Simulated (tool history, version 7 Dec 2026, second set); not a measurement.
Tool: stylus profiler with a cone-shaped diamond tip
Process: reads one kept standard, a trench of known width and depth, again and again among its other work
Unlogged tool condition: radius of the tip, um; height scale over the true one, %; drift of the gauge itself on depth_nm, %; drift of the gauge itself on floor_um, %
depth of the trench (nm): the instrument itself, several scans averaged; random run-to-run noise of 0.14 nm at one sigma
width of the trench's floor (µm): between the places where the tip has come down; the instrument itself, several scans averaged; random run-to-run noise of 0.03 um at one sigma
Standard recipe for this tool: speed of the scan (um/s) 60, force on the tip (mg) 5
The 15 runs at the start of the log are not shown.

run,day,speed of the scan (um/s),force on the tip (mg),scans with this tip,hours of work since the height scale was calibrated,depth of the trench (nm),width of the trench's floor (µm)
16,24.942,105,5,9838,75,508.52,44.75
17,26.833,181,5,10086,96,508.85,44.58
18,28.971,181,5,10366,119,508.68,44.61
# day 29.167: height scale calibrated on a step standard, once more
19,30.504,181,1.75,10565,14,504.79,44.37
20,32.838,181,1.75,10870,39,504.93,44.36
21,34.017,68,12.56,11025,52,518.94,44.77
22,36.408,68,12.56,11339,78,518.48,44.72
23,38.004,74,2.33,11548,95,505.54,44.6
24,40.179,66,2.14,11833,118,505.53,44.59
25,41.738,66,2.14,12038,135,505.28,44.57
26,43.617,70,5.56,12284,155,510.33,44.63
27,45.158,113,4.29,12486,172,508.85,44.52
28,46.6,60,8.43,12675,187,514.1,44.62
29,47.771,94,5,12829,200,509.47,44.51
30,49.579,94,5,13066,219,509.74,44.51
31,51.333,94,5,13296,238,509.57,44.5
32,53.271,219,5,13550,259,509.53,44.33
33,55.004,83,1.91,13777,278,504.91,44.42
34,56.25,83,1.91,13941,291,504.91,44.42
35,57.558,33,9.43,14112,305,515.18,44.57
36,59.738,33,9.43,14398,329,515.21,44.54
37,61.254,33,9.43,14597,345,514.86,44.59
38,63.433,33,9.43,14882,368,514.89,44.51

Alternative continuations, all from the tool just after run 38; predict every row:
A,64.625,167,3.97,15039,381,?,?
B,64.625,23,3.92,15039,381,?,?
C,64.625,33,7.22,15039,381,?,?

run,depth of the trench (nm),width of the trench's floor (µm)
A,508.23,44.26
B,508.01,44.47
C,512.13,44.54
What these runs would have given with no unlogged condition in the tool:
run,depth of the trench (nm),width of the trench's floor (µm)
A,508.93,45.35
B,508.71,45.56
C,512.84,45.63
